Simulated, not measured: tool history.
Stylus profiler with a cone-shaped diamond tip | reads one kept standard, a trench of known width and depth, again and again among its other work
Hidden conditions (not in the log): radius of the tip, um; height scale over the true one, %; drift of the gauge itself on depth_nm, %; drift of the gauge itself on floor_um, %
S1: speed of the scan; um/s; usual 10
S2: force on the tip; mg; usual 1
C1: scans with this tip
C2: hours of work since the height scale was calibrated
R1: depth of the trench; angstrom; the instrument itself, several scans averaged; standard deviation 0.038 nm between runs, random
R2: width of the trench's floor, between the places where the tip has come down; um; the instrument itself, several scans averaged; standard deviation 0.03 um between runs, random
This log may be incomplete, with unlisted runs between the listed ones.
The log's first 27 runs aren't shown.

{"day": 46.483, "done": "height scale calibrated on a step standard"}
{"run": 28, "day": 47.071, "S1": 12, "S2": 0.6, "C1": 9757, "C2": 8, "R1": 5017.2, "R2": 46.77}
{"run": 29, "day": 48.375, "S1": 3, "S2": 1, "C1": 9902, "C2": 26, "R1": 5024.1, "R2": 46.86}
{"run": 30, "day": 50.646, "S1": 3, "S2": 1, "C1": 10155, "C2": 57, "R1": 5024.7, "R2": 46.85}
{"run": 31, "day": 52.458, "S1": 10, "S2": 0.79, "C1": 10357, "C2": 82, "R1": 5021.1, "R2": 46.73}
{"run": 32, "day": 53.496, "S1": 22, "S2": 0.49, "C1": 10473, "C2": 96, "R1": 5015.9, "R2": 46.65}
{"run": 33, "day": 54.796, "S1": 4, "S2": 2.24, "C1": 10617, "C2": 114, "R1": 5044.5, "R2": 46.81}
{"run": 34, "day": 57.312, "S1": 4, "S2": 2.24, "C1": 10898, "C2": 148, "R1": 5045.4, "R2": 46.79}
{"run": 35, "day": 59.779, "S1": 4, "S2": 2.24, "C1": 11172, "C2": 182, "R1": 5045, "R2": 46.74}

Forecast run 36:
{"run": 36, "day": 60.812, "S1": 6, "S2": 2.71, "C1": 11287, "C2": 196, "R1": "?", "R2": "?"}

{"run 36": {"R1": 5051.3, "R2": 46.75}}
Had the tool carried no hidden state, the very same run would have given R1 5052 angstrom, R2 47.34 um.
